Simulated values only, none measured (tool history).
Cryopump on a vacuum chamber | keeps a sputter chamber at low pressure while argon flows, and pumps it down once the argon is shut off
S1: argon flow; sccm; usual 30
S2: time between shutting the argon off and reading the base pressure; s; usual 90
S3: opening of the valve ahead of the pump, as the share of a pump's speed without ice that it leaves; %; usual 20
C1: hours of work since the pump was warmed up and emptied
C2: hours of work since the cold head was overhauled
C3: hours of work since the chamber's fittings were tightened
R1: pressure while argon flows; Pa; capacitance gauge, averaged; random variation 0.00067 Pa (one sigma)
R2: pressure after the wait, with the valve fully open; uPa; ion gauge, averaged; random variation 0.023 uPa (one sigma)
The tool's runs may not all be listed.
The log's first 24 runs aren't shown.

| run | day | S1 | S2 | S3 | C1 | C2 | C3 | R1 | R2 |
|---|---|---|---|---|---|---|---|---|---|
|  | 24.758 | leaking fittings of the chamber tightened, without venting |
| 25 | 24.758 | 30 | 90 | 16 | 582 | 582 | 0 | 0.1423 | 0.69 |
| 26 | 26.000 | 30 | 90 | 16 | 595 | 595 | 13 | 0.1421 | 0.79 |
| 27 | 27.446 | 16 | 236 | 52 | 610 | 610 | 27 | 0.0254 | 0.42 |
| 28 | 28.983 | 19 | 33 | 15 | 625 | 625 | 43 | 0.0961 | 1.75 |
| 29 | 30.204 | 19 | 33 | 15 | 638 | 638 | 55 | 0.0952 | 1.75 |
| 30 | 31.421 | 34 | 41 | 20 | 650 | 650 | 68 | 0.1308 | 1.44 |
| 31 | 32.446 | 34 | 88 | 57 | 660 | 660 | 78 | 0.0495 | 0.83 |
| 32 | 33.900 | 34 | 46 | 57 | 675 | 675 | 93 | 0.0501 | 1.33 |

4 ways to go on from here, each from the tool as it stands after run 32. What would each give?
| A | 34.921 | 13 | 25 | 41 | 685 | 685 | 103 | ? | ? |
| B | 34.921 | 56 | 90 | 20 | 685 | 685 | 103 | ? | ? |
| C | 34.921 | 14 | 46 | 57 | 685 | 685 | 103 | ? | ? |
| D | 34.921 | 45 | 36 | 34 | 685 | 685 | 103 | ? | ? |

| run | R1 | R2 |
|---|---|---|
| A | 0.0257 | 2.38 |
| B | 0.2155 | 0.81 |
| C | 0.0208 | 1.38 |
| D | 0.1063 | 1.73 |
Without the tool's hidden state the same runs would have given:
| run | R1 | R2 |
|---|---|---|
| A | 0.0233 | 2.24 |
| B | 0.2052 | 0.68 |
| C | 0.0182 | 1.25 |
| D | 0.0980 | 1.59 |
